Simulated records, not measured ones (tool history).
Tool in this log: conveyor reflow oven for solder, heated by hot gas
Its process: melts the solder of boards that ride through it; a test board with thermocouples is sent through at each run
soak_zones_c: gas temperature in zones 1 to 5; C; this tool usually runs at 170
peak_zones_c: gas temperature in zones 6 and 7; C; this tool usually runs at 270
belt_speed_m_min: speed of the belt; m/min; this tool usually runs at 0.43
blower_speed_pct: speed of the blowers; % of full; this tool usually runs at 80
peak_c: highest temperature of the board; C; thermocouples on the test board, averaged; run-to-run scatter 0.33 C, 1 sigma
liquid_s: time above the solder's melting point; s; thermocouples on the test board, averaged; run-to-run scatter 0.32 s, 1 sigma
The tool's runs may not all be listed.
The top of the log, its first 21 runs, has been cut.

run	day	soak_zones_c	peak_zones_c	belt_speed_m_min	blower_speed_pct	peak_c	liquid_s
22	19.629	182	280	0.43	73	262.6	72.1
23	20.571	182	280	0.43	73	263	72.2
24	21.404	160	270	0.387	79	255.1	68.4
25	22.125	160	277	0.387	79	261.8	72.4
26	22.746	160	277	0.387	79	261.9	71.7
27	23.388	177	272	0.362	75	259.6	83.4
28	24.496	177	272	0.406	67	254.2	68.2
29	25.067	177	272	0.406	67	254.1	68.5
30	25.925	178	275	0.483	80	254.7	58.4
31	26.942	170	270	0.484	80	249.5	50.7
32	27.483	170	282	0.43	74	261.4	67.1

Predict each of these 3 candidate next runs independently; none follows another, all start after run 32:
A	28.233	180	278	0.378	74	?	?
B	28.233	161	282	0.43	83	?	?
C	28.233	170	270	0.446	80	?	?

run	peak_c	liquid_s
A	263.8	83.2
B	262.9	65.2
C	252.2	58.5
Stripped of hidden state, with their random variation kept, the same runs would have yielded:
run	peak_c	liquid_s
A	266.1	84.4
B	265.8	67
C	254.9	60.6
